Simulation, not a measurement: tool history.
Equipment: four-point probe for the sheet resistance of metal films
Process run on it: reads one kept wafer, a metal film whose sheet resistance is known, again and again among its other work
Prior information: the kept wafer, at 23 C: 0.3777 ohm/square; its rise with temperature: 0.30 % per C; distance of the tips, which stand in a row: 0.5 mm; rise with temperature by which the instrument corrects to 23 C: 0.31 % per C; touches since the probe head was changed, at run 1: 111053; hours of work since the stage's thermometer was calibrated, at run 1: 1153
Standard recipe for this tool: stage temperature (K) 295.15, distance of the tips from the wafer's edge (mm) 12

| run | hour | stage temperature (K) | distance of the tips from the wafer's edge (mm) | touches since the probe head was changed | hours of work since the stage's thermometer was calibrated | sheet resistance as the instrument gives it (ohm/square) |
|---|---|---|---|---|---|---|
| 1 | 0.0 | 295.15 | 12 | 111053 | 1153 | 0.375191 |
| 2 | 28.0 | 295.15 | 24 | 112564 | 1171 | 0.374917 |
| 3 | 63.8 | 295.15 | 24 | 114497 | 1194 | 0.374811 |
| 4 | 92.0 | 295.15 | 69 | 116019 | 1212 | 0.374734 |
| 5 | 122.5 | 295.15 | 69 | 117662 | 1231 | 0.374702 |
| 6 | 148.3 | 295.15 | 69 | 119056 | 1248 | 0.374656 |
| 7 | 169.8 | 297.15 | 63 | 120219 | 1262 | 0.374474 |
|  | 197.7 | new probe head fitted |
| 8 | 209.4 | 301.15 | 41 | 628 | 1286 | 0.375783 |
| 9 | 254.4 | 298.15 | 12 | 3057 | 1315 | 0.376273 |
| 10 | 276.3 | 292.15 | 43 | 4238 | 1329 | 0.376164 |
| 11 | 312.2 | 305.15 | 5 | 6176 | 1352 | 0.377466 |
| 12 | 331.4 | 306.15 | 7 | 7212 | 1364 | 0.376286 |

A few steps of sheet resistance as the instrument gives it (ohm/square) between consecutive runs. Split each: what settings, incoming material and random variation would produce without the hidden state, and what is left over for the hidden state, along with gauge scatter present in only one of the two compared results (measured, and without hidden state):
Unlogged tool condition in this case: inner tips' distance over the nominal, %; tips' flats over new ones', %; wafer's true temperature over the reading, C; drift of the gauge itself on sheet_ohm, %.
Run 7 -> 8: stage temperature (K) 297.15 -> 301.15, distance of the tips from the wafer's edge (mm) 63 -> 41, new probe head fitted. sheet resistance as the instrument gives it (ohm/square) +0.001309: hidden state +0.001559, all else -0.000250.
